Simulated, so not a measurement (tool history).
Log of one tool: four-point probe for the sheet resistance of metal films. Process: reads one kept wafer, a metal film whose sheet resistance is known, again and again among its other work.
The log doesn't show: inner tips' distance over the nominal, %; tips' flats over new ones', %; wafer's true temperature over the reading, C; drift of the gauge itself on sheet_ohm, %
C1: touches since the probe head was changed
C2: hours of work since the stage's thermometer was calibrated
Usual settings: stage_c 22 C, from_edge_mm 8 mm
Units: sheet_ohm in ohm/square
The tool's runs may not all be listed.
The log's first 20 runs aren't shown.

Run 21, hour 1902.3: usual settings but from_edge_mm 3 mm; C1 82567; C2 141. Result: sheet_ohm 3.556166 ohm/square.
Run 22, hour 1984.9: usual settings; C1 84757; C2 203. Result: sheet_ohm 3.313969 ohm/square.
Run 23, hour 2117.5: usual settings; C1 88271; C2 303. Result: sheet_ohm 3.315021 ohm/square.
Run 24, hour 2214.1: usual settings; C1 90834; C2 375. Result: sheet_ohm 3.313858 ohm/square.
Run 25, hour 2283.6: usual settings; C1 92674; C2 428. Result: sheet_ohm 3.314194 ohm/square.
At hour 2384.8: stage's thermometer calibrated, once more.
Run 26, hour 2386.2: usual settings; C1 95381; C2 1. Result: sheet_ohm 3.308724 ohm/square.
Run 27, hour 2481.9: usual settings but stage_c 26 C, from_edge_mm 4 mm; C1 97918; C2 73. Result: sheet_ohm 3.434854 ohm/square.
Run 28, hour 2590: usual settings but stage_c 26 C, from_edge_mm 4 mm; C1 100782; C2 154. Result: sheet_ohm 3.43506 ohm/square.
Run 29, hour 2681.7: usual settings but stage_c 26 C, from_edge_mm 4 mm; C1 103213; C2 224. Result: sheet_ohm 3.434108 ohm/square.
Run 30, hour 2763.1: usual settings but stage_c 23 C; C1 105370; C2 285. Result: sheet_ohm 3.307427 ohm/square.
Run 31, hour 2831.7: usual settings but stage_c 32 C, from_edge_mm 10 mm; C1 107188; C2 336. Result: sheet_ohm 3.300978 ohm/square.
Run 32, hour 2905.4: usual settings but stage_c 32 C, from_edge_mm 10 mm; C1 109142; C2 392. Result: sheet_ohm 3.299937 ohm/square.
Run 33, hour 3001.2: usual settings but stage_c 27 C, from_edge_mm 7 mm; C1 111682; C2 464. Result: sheet_ohm 3.324968 ohm/square.
Run 34, hour 3082: usual settings but stage_c 27 C, from_edge_mm 7 mm; C1 113823; C2 525. Result: sheet_ohm 3.326139 ohm/square.
Run 35, hour 3210.1: usual settings but stage_c 26 C, from_edge_mm 4 mm; C1 117218; C2 621. Result: sheet_ohm 3.433985 ohm/square.
Run 36, hour 3347.4: usual settings but stage_c 35 C, from_edge_mm 3 mm; C1 120858; C2 725. Result: sheet_ohm 3.560251 ohm/square.
Run 37, hour 3423.3: usual settings but stage_c 35 C, from_edge_mm 52 mm; C1 122871; C2 782. Result: sheet_ohm 3.275009 ohm/square.
Run 38, hour 3554.4: usual settings but from_edge_mm 28 mm; C1 126344; C2 880. Result: sheet_ohm 3.266528 ohm/square.
Run 39, hour 3623.9: usual settings but from_edge_mm 47 mm; C1 128187; C2 933. Result: sheet_ohm 3.265595 ohm/square.
Run 40, hour 3747.9: usual settings but stage_c 33 C, from_edge_mm 5 mm; C1 131473; C2 1026. Result: sheet_ohm 3.382794 ohm/square.
Run 41, hour 3821: usual settings but stage_c 20 C, from_edge_mm 16 mm; C1 133412; C2 1081. Result: sheet_ohm 3.273215 ohm/square.
Run 42, hour 3914.3: usual settings but stage_c 23 C, from_edge_mm 4 mm; C1 135884; C2 1151. Result: sheet_ohm 3.433139 ohm/square.
Run 43, hour 4027.4: usual settings but stage_c 35 C, from_edge_mm 57 mm; C1 138883; C2 1237. Result: sheet_ohm 3.275309 ohm/square.
Run 44, hour 4147.6: usual settings but stage_c 35 C, from_edge_mm 26 mm; C1 142068; C2 1327. Result: sheet_ohm 3.278533 ohm/square.
Run 45, hour 4272.7: usual settings but stage_c 21 C, from_edge_mm 26 mm; C1 145384; C2 1421. Result: sheet_ohm 3.267246 ohm/square.

Forecast each of these 3 alternatives for the next run:
Run A, hour 4346.7: usual settings but stage_c 21 C, from_edge_mm 37 mm; C1 147345; C2 1477. Result: sheet_ohm ?.
Run B, hour 4346.7: usual settings but stage_c 18 C, from_edge_mm 9 mm; C1 147345; C2 1477. Result: sheet_ohm ?.
Run C, hour 4346.7: usual settings but stage_c 33 C, from_edge_mm 4 mm; C1 147345; C2 1477. Result: sheet_ohm ?.

run  sheet_ohm
  A   3.265629
  B   3.295542
  C   3.439681
Without the tool's hidden state the same runs would have given:
run  sheet_ohm
  A   3.267198
  B   3.297069
  C   3.441508
